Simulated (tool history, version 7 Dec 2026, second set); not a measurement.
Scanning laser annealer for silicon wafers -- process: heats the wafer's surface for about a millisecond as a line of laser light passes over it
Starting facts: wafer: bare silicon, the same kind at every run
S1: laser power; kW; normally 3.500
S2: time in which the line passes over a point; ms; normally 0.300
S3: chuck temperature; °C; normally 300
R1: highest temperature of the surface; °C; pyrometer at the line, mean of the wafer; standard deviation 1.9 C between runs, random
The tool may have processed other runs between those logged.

run    day     S1     S2   S3    R1
  1  0.000  3.500  0.300  300  1053
  2  0.367  3.500  0.300  300  1056
  3  0.679  3.500  0.300  300  1052
  4  1.017  3.500  0.300  300  1056
  5  1.329  3.500  0.300  308  1060
  6  1.696  3.500  0.300  308  1059
  7  1.879  3.238  0.300  308   999
  8  2.217  3.238  0.300  308   998
  9  2.383  3.581  0.300  300  1073
 10  2.733  3.500  0.361  300  1124
 11  3.038  3.628  0.361  300  1155
 12  3.429  3.628  0.361  300  1155
 13  3.688  3.231  0.353  300  1039
 14  3.888  3.285  0.300  300  1000
 15  4.221  3.424  0.300  300  1034
 16  4.621  3.011  0.351  326  1007
 17  5.012  3.011  0.351  326  1006
 18  5.200  3.011  0.351  326  1007
 19  5.496  3.081  0.340  289   975
 20  5.742  3.779  0.212  300   994
 21  6.108  3.381  0.324  300  1046
 22  6.367  3.233  0.276  338   994
 23  6.658  3.201  0.235  301   904

4 ways to go on from here, each from the tool as it stands after run 23. What would each give?
  A  6.950  3.031  0.235  301   ?
  B  6.950  3.182  0.235  262   ?
  C  6.950  3.205  0.300  300   ?
  D  6.950  3.346  0.336  316   ?

run    R1
  A   865
  B   859
  C   977
  D  1068
What these runs would have given with no unlogged condition in the tool:
run    R1
  A   899
  B   895
  C  1018
  D  1113

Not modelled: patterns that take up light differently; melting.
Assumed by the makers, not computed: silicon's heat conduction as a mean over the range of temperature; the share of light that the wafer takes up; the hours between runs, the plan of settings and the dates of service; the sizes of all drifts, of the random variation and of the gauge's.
